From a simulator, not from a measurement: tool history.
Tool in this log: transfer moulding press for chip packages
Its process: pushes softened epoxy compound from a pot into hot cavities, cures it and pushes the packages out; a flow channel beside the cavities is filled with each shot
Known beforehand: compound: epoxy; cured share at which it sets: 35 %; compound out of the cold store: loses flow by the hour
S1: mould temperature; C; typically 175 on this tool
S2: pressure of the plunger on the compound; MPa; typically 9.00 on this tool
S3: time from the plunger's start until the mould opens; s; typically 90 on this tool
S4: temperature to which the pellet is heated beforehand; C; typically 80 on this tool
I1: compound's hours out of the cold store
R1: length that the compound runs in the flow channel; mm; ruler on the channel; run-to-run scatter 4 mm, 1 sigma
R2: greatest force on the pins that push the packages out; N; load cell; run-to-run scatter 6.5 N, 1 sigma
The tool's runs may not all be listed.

run 1 hour=0.0 | S1=175 S2=9.00 S3=90 S4=80 | I1=18.2 | R1=909 R2=250
run 2 hour=29.1 | S1=175 S2=9.00 S3=90 S4=80 | I1=33.1 | R1=837 R2=244
-- hour=50.6 cavities cleaned with cleaning compound and waxed
run 3 hour=70.3 | S1=175 S2=9.00 S3=90 S4=80 | I1=28.6 | R1=860 R2=251
run 4 hour=110.5 | S1=175 S2=9.00 S3=90 S4=80 | I1=33.0 | R1=851 R2=236
run 5 hour=146.7 | S1=175 S2=9.00 S3=90 S4=80 | I1=21.6 | R1=886 R2=255
run 6 hour=170.5 | S1=175 S2=9.00 S3=90 S4=80 | I1=46.0 | R1=783 R2=238
-- hour=187.5 cavities cleaned with cleaning compound and waxed
run 7 hour=199.8 | S1=175 S2=9.00 S3=90 S4=80 | I1=32.1 | R1=846 R2=237
run 8 hour=235.9 | S1=175 S2=9.00 S3=90 S4=80 | I1=28.9 | R1=862 R2=242
run 9 hour=261.1 | S1=175 S2=9.00 S3=90 S4=80 | I1=30.1 | R1=851 R2=247
run 10 hour=296.5 | S1=175 S2=9.00 S3=91 S4=80 | I1=12.2 | R1=942 R2=254
run 11 hour=313.7 | S1=175 S2=9.00 S3=91 S4=80 | I1=31.7 | R1=846 R2=241
-- hour=323.1 cavities cleaned with cleaning compound and waxed
run 12 hour=335.9 | S1=175 S2=9.00 S3=91 S4=80 | I1=46.5 | R1=784 R2=248
run 13 hour=366.6 | S1=175 S2=9.00 S3=91 S4=80 | I1=11.7 | R1=939 R2=261
run 14 hour=405.7 | S1=175 S2=9.00 S3=91 S4=80 | I1=42.5 | R1=796 R2=245
run 15 hour=427.4 | S1=172 S2=9.74 S3=89 S4=80 | I1=22.8 | R1=934 R2=299
run 16 hour=455.1 | S1=176 S2=9.74 S3=89 S4=80 | I1=26.2 | R1=908 R2=233
-- hour=458.3 cavities cleaned with cleaning compound and waxed
run 17 hour=493.0 | S1=170 S2=9.00 S3=90 S4=80 | I1=42.1 | R1=810 R2=312
run 18 hour=519.0 | S1=170 S2=7.95 S3=84 S4=80 | I1=31.2 | R1=807 R2=374
run 19 hour=550.4 | S1=170 S2=7.95 S3=84 S4=80 | I1=9.0 | R1=913 R2=400
run 20 hour=584.2 | S1=170 S2=7.95 S3=84 S4=85 | I1=10.1 | R1=912 R2=398
-- hour=594.7 cavities cleaned with cleaning compound and waxed
run 21 hour=604.1 | S1=178 S2=7.95 S3=119 S4=85 | I1=39.9 | R1=756 R2=205
run 22 hour=631.7 | S1=177 S2=9.86 S3=78 S4=80 | I1=20.5 | R1=933 R2=294
run 23 hour=655.2 | S1=168 S2=9.00 S3=94 S4=80 | I1=21.3 | R1=906 R2=330
-- hour=665.5 plunger's sealing rings changed
run 24 hour=693.6 | S1=178 S2=9.00 S3=90 S4=81 | I1=14.2 | R1=931 R2=231
run 25 hour=711.5 | S1=178 S2=9.00 S3=90 S4=81 | I1=20.9 | R1=894 R2=223
-- hour=732.2 cavities cleaned with cleaning compound and waxed
run 26 hour=732.5 | S1=175 S2=9.00 S3=124 S4=77 | I1=44.6 | R1=794 R2=202
run 27 hour=773.0 | S1=180 S2=10.56 S3=90 S4=75 | I1=30.0 | R1=920 R2=213
run 28 hour=792.6 | S1=180 S2=10.56 S3=90 S4=75 | I1=21.8 | R1=962 R2=222

Below are 3 alternative next runs, each starting from the tool's condition after run 28. Predict each:
run A hour=832.9 | S1=177 S2=9.00 S3=90 S4=79 | I1=21.1 | R1=? R2=?
run B hour=832.9 | S1=177 S2=10.56 S3=90 S4=75 | I1=43.7 | R1=? R2=?
run C hour=832.9 | S1=178 S2=10.31 S3=90 S4=83 | I1=35.9 | R1=? R2=?

run=A R1=892 R2=227
run=B R1=859 R2=231
run=C R1=878 R2=223
Without the tool's hidden state the same runs would have given:
run=A R1=892 R2=226
run=B R1=859 R2=230
run=C R1=878 R2=222
